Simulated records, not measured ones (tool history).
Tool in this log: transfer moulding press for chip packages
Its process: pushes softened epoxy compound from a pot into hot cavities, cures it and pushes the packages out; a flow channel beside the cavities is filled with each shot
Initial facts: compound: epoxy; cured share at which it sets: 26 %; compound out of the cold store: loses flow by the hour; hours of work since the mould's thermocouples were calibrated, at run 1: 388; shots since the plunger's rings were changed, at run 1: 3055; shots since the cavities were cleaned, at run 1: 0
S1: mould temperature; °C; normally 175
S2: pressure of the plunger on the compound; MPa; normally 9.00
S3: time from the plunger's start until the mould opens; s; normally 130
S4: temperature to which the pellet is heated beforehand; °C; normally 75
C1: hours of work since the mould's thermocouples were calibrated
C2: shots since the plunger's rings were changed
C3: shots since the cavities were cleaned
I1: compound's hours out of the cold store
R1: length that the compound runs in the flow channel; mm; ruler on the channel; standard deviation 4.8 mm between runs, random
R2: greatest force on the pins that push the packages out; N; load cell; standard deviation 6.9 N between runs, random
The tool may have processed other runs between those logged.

{"run": 1, "day": 0.0, "S1": 175, "S2": 9.0, "S3": 130, "S4": 75, "C1": 388, "C2": 3055, "C3": 0, "I1": 9.5, "R1": 522, "R2": 269}
{"run": 2, "day": 1.325, "S1": 175, "S2": 9.0, "S3": 130, "S4": 75, "C1": 409, "C2": 3358, "C3": 303, "I1": 26.1, "R1": 479, "R2": 362}
{"day": 2.208, "done": "cavities cleaned with cleaning compound and waxed"}
{"run": 3, "day": 2.479, "S1": 175, "S2": 7.34, "S3": 130, "S4": 75, "C1": 426, "C2": 3608, "C3": 62, "I1": 25.7, "R1": 433, "R2": 496}
{"run": 4, "day": 3.662, "S1": 175, "S2": 9.0, "S3": 130, "S4": 76, "C1": 444, "C2": 3878, "C3": 332, "I1": 39.2, "R1": 439, "R2": 503}
{"day": 4.442, "done": "cavities cleaned with cleaning compound and waxed"}
{"run": 5, "day": 5.017, "S1": 175, "S2": 9.0, "S3": 130, "S4": 75, "C1": 464, "C2": 4172, "C3": 131, "I1": 36.7, "R1": 450, "R2": 338}
{"run": 6, "day": 6.358, "S1": 175, "S2": 7.18, "S3": 130, "S4": 75, "C1": 485, "C2": 4479, "C3": 438, "I1": 16.0, "R1": 451, "R2": 402}
{"day": 6.646, "done": "cavities cleaned with cleaning compound and waxed"}
{"run": 7, "day": 7.85, "S1": 175, "S2": 8.31, "S3": 130, "S4": 75, "C1": 508, "C2": 4806, "C3": 276, "I1": 32.2, "R1": 437, "R2": 368}
{"day": 8.921, "done": "cavities cleaned with cleaning compound and waxed"}
{"run": 8, "day": 8.925, "S1": 175, "S2": 8.31, "S3": 130, "S4": 75, "C1": 524, "C2": 5037, "C3": 2, "I1": 32.5, "R1": 434, "R2": 282}
{"run": 9, "day": 9.771, "S1": 175, "S2": 8.31, "S3": 130, "S4": 75, "C1": 537, "C2": 5230, "C3": 195, "I1": 10.3, "R1": 491, "R2": 346}
{"day": 10.904, "done": "cavities cleaned with cleaning compound and waxed, once more"}
{"run": 10, "day": 10.904, "S1": 175, "S2": 8.31, "S3": 130, "S4": 75, "C1": 554, "C2": 5474, "C3": 0, "I1": 21.6, "R1": 450, "R2": 291}
{"run": 11, "day": 11.788, "S1": 175, "S2": 8.31, "S3": 130, "S4": 75, "C1": 567, "C2": 5675, "C3": 201, "I1": 45.3, "R1": 399, "R2": 359}
{"run": 12, "day": 12.454, "S1": 175, "S2": 9.0, "S3": 130, "S4": 71, "C1": 578, "C2": 5828, "C3": 354, "I1": 18.0, "R1": 468, "R2": 382}
{"day": 13.158, "done": "cavities cleaned with cleaning compound and waxed"}
{"run": 13, "day": 13.821, "S1": 175, "S2": 9.0, "S3": 130, "S4": 71, "C1": 598, "C2": 6126, "C3": 152, "I1": 15.3, "R1": 482, "R2": 338}
{"run": 14, "day": 14.771, "S1": 175, "S2": 9.0, "S3": 130, "S4": 75, "C1": 613, "C2": 6343, "C3": 369, "I1": 12.5, "R1": 478, "R2": 385}
{"day": 15.354, "done": "cavities cleaned with cleaning compound and waxed"}
{"run": 15, "day": 15.888, "S1": 175, "S2": 10.56, "S3": 130, "S4": 75, "C1": 630, "C2": 6584, "C3": 122, "I1": 41.8, "R1": 452, "R2": 315}
{"run": 16, "day": 16.567, "S1": 172, "S2": 8.98, "S3": 130, "S4": 75, "C1": 640, "C2": 6738, "C3": 276, "I1": 43.9, "R1": 412, "R2": 402}
{"day": 17.258, "done": "plunger's sealing rings changed"}
{"day": 17.638, "done": "cavities cleaned with cleaning compound and waxed"}
{"run": 17, "day": 17.667, "S1": 175, "S2": 9.0, "S3": 164, "S4": 75, "C1": 655, "C2": 79, "C3": 7, "I1": 35.7, "R1": 482, "R2": 285}
{"run": 18, "day": 18.962, "S1": 175, "S2": 9.0, "S3": 164, "S4": 75, "C1": 675, "C2": 374, "C3": 302, "I1": 17.7, "R1": 539, "R2": 343}
{"day": 19.825, "done": "cavities cleaned with cleaning compound and waxed"}
{"run": 19, "day": 20.321, "S1": 175, "S2": 9.0, "S3": 164, "S4": 75, "C1": 695, "C2": 670, "C3": 113, "I1": 31.4, "R1": 493, "R2": 306}
{"run": 20, "day": 21.721, "S1": 179, "S2": 10.31, "S3": 130, "S4": 75, "C1": 717, "C2": 990, "C3": 433, "I1": 35.8, "R1": 515, "R2": 385}
{"day": 22.012, "done": "cavities cleaned with cleaning compound and waxed"}
{"run": 21, "day": 22.925, "S1": 175, "S2": 9.23, "S3": 130, "S4": 75, "C1": 735, "C2": 1251, "C3": 209, "I1": 13.7, "R1": 537, "R2": 365}
{"run": 22, "day": 23.571, "S1": 175, "S2": 9.23, "S3": 130, "S4": 75, "C1": 745, "C2": 1398, "C3": 356, "I1": 10.3, "R1": 550, "R2": 386}
{"day": 24.233, "done": "cavities cleaned with cleaning compound and waxed"}
{"run": 23, "day": 24.438, "S1": 175, "S2": 9.23, "S3": 130, "S4": 75, "C1": 758, "C2": 1581, "C3": 46, "I1": 28.4, "R1": 497, "R2": 305}
{"day": 24.725, "done": "mould's thermocouples calibrated"}
{"run": 24, "day": 25.433, "S1": 182, "S2": 9.91, "S3": 114, "S4": 75, "C1": 11, "C2": 1790, "C3": 255, "I1": 43.8, "R1": 469, "R2": 356}
{"day": 26.508, "done": "cavities cleaned with cleaning compound and waxed"}
{"run": 25, "day": 26.633, "S1": 182, "S2": 9.91, "S3": 114, "S4": 75, "C1": 29, "C2": 2050, "C3": 28, "I1": 41.4, "R1": 475, "R2": 294}
{"run": 26, "day": 27.421, "S1": 182, "S2": 9.91, "S3": 114, "S4": 75, "C1": 41, "C2": 2230, "C3": 208, "I1": 12.7, "R1": 536, "R2": 346}
{"run": 27, "day": 28.071, "S1": 174, "S2": 9.0, "S3": 130, "S4": 75, "C1": 51, "C2": 2378, "C3": 356, "I1": 10.2, "R1": 529, "R2": 406}
{"day": 28.679, "done": "cavities cleaned with cleaning compound and waxed"}
{"run": 28, "day": 29.375, "S1": 174, "S2": 9.81, "S3": 129, "S4": 75, "C1": 71, "C2": 2662, "C3": 160, "I1": 38.6, "R1": 472, "R2": 327}

How the hidden state differs across the entries between the runs, from the last listed run before each to the first after it:
From run 2 to run 3: cavities cleaned with cleaning compound and waxed (day 2.208)
  true mould temperature over the reading, C: 0.43 -> 0.45; pressure that reaches the compound, % of what is set: 87.87 -> 87; grip of the stained cavities, % over clean ones': 33 -> 80.7
  measured value less the no-hidden-state value, R1: -33 -> -32 mm; R2: +88 -> +222 N
From run 4 to run 5: cavities cleaned with cleaning compound and waxed (day 4.442)
  true mould temperature over the reading, C: 0.47 -> 0.5; pressure that reaches the compound, % of what is set: 86 -> 84.88; grip of the stained cavities, % over clean ones': 89.6 -> 16.5
  measured value less the no-hidden-state value, R1: -35 -> -39 mm; R2: +235 -> +46 N
From run 6 to run 7: cavities cleaned with cleaning compound and waxed (day 6.646)
  true mould temperature over the reading, C: 0.53 -> 0.55; pressure that reaches the compound, % of what is set: 83.79 -> 82.49; grip of the stained cavities, % over clean ones': 43.7 -> 31
  measured value less the no-hidden-state value, R1: -42 -> -44 mm; R2: +119 -> +85 N
From run 7 to run 8: cavities cleaned with cleaning compound and waxed (day 8.921)
  true mould temperature over the reading, C: 0.55 -> 0.57; pressure that reaches the compound, % of what is set: 82.49 -> 81.6; grip of the stained cavities, % over clean ones': 31 -> 0.6
  measured value less the no-hidden-state value, R1: -44 -> -48 mm; R2: +85 -> -2 N
From run 9 to run 10: cavities cleaned with cleaning compound and waxed, once more (day 10.904)
  true mould temperature over the reading, C: 0.59 -> 0.61; pressure that reaches the compound, % of what is set: 80.91 -> 80.03; grip of the stained cavities, % over clean ones': 23.3 -> 1.3
  measured value less the no-hidden-state value, R1: -55 -> -53 mm; R2: +63 -> +1 N
From run 12 to run 13: cavities cleaned with cleaning compound and waxed (day 13.158)
  true mould temperature over the reading, C: 0.64 -> 0.66; pressure that reaches the compound, % of what is set: 78.64 -> 77.48; grip of the stained cavities, % over clean ones': 38.6 -> 18.7
  measured value less the no-hidden-state value, R1: -61 -> -67 mm; R2: +102 -> +49 N
From run 14 to run 15: cavities cleaned with cleaning compound and waxed (day 15.354)
  true mould temperature over the reading, C: 0.68 -> 0.7; pressure that reaches the compound, % of what is set: 76.71 -> 75.75; grip of the stained cavities, % over clean ones': 37.7 -> 15
  measured value less the no-hidden-state value, R1: -69 -> -69 mm; R2: +100 -> +38 N
From run 16 to run 17: plunger's sealing rings changed (day 17.258); cavities cleaned with cleaning compound and waxed (day 17.638)
  true mould temperature over the reading, C: 0.71 -> 0.73; pressure that reaches the compound, % of what is set: 75.13 -> 99.44; grip of the stained cavities, % over clean ones': 31.4 -> 3.1
  measured value less the no-hidden-state value, R1: -65 -> -2 mm; R2: +89 -> +8 N
From run 18 to run 19: cavities cleaned with cleaning compound and waxed (day 19.825)
  true mould temperature over the reading, C: 0.75 -> 0.78; pressure that reaches the compound, % of what is set: 98.37 -> 97.25; grip of the stained cavities, % over clean ones': 33.8 -> 14.9
  measured value less the no-hidden-state value, R1: -6 -> -8 mm; R2: +88 -> +40 N
From run 20 to run 21: cavities cleaned with cleaning compound and waxed (day 22.012)
  true mould temperature over the reading, C: 0.81 -> 0.83; pressure that reaches the compound, % of what is set: 96.05 -> 95; grip of the stained cavities, % over clean ones': 43.7 -> 25.6
  measured value less the no-hidden-state value, R1: -11 -> -16 mm; R2: +116 -> +70 N
From run 22 to run 23: cavities cleaned with cleaning compound and waxed (day 24.233)
  true mould temperature over the reading, C: 0.84 -> 0.86; pressure that reaches the compound, % of what is set: 94.49 -> 93.81; grip of the stained cavities, % over clean ones': 39.7 -> 7
  measured value less the no-hidden-state value, R1: -17 -> -18 mm; R2: +105 -> +16 N
From run 23 to run 24: mould's thermocouples calibrated (day 24.725)
  true mould temperature over the reading, C: 0.86 -> -0.08; pressure that reaches the compound, % of what is set: 93.81 -> 93.01; grip of the stained cavities, % over clean ones': 7 -> 28.7
  measured value less the no-hidden-state value, R1: -18 -> -17 mm; R2: +16 -> +78 N
From run 24 to run 25: cavities cleaned with cleaning compound and waxed (day 26.508)
  true mould temperature over the reading, C: -0.08 -> -0.06; pressure that reaches the compound, % of what is set: 93.01 -> 92.06; grip of the stained cavities, % over clean ones': 28.7 -> 4.7
  measured value less the no-hidden-state value, R1: -17 -> -20 mm; R2: +78 -> +13 N
From run 27 to run 28: cavities cleaned with cleaning compound and waxed (day 28.679)
  true mould temperature over the reading, C: -0.03 -> -0.01; pressure that reaches the compound, % of what is set: 90.77 -> 89.61; grip of the stained cavities, % over clean ones': 37.4 -> 19.7
  measured value less the no-hidden-state value, R1: -26 -> -27 mm; R2: +112 -> +54 N
